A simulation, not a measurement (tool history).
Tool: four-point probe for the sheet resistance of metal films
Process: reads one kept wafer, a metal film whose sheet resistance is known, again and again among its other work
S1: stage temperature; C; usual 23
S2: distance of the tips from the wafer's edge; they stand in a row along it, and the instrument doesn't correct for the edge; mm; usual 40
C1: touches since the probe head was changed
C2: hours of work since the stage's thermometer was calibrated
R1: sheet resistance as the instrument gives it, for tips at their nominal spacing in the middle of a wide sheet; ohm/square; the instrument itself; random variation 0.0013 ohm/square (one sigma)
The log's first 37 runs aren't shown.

| run | hour | S1 | S2 | C1 | C2 | R1 |
|---|---|---|---|---|---|---|
| 38 | 1103.4 | 23 | 22 | 73182 | 147 | 6.704279 |
| 39 | 1130 | 21 | 24 | 74034 | 167 | 6.703921 |
| 40 | 1166.5 | 34 | 37 | 75201 | 195 | 6.700618 |
| 41 | 1188.4 | 33 | 13 | 75900 | 212 | 6.719497 |
| 42 | 1215.4 | 19 | 51 | 76762 | 232 | 6.698436 |
| 43 | 1243.4 | 18 | 6 | 77658 | 253 | 6.798868 |
| 44 | 1278.6 | 34 | 4 | 78784 | 280 | 6.915287 |
| 45 | 1316.7 | 34 | 4 | 80001 | 309 | 6.914177 |

Forecast each of these 4 alternatives for the next run:
| A | 1361.8 | 21 | 22 | 81442 | 343 | ? |
| B | 1361.8 | 20 | 4 | 81442 | 343 | ? |
| C | 1361.8 | 22 | 5 | 81442 | 343 | ? |
| D | 1361.8 | 19 | 3 | 81442 | 343 | ? |

| run | R1 |
|---|---|
| A | 6.710698 |
| B | 6.917858 |
| C | 6.840827 |
| D | 7.076747 |
Without the tool's hidden state the same runs would have given:
| run | R1 |
|---|---|
| A | 6.66053 |
| B | 6.866278 |
| C | 6.789765 |
| D | 7.024096 |
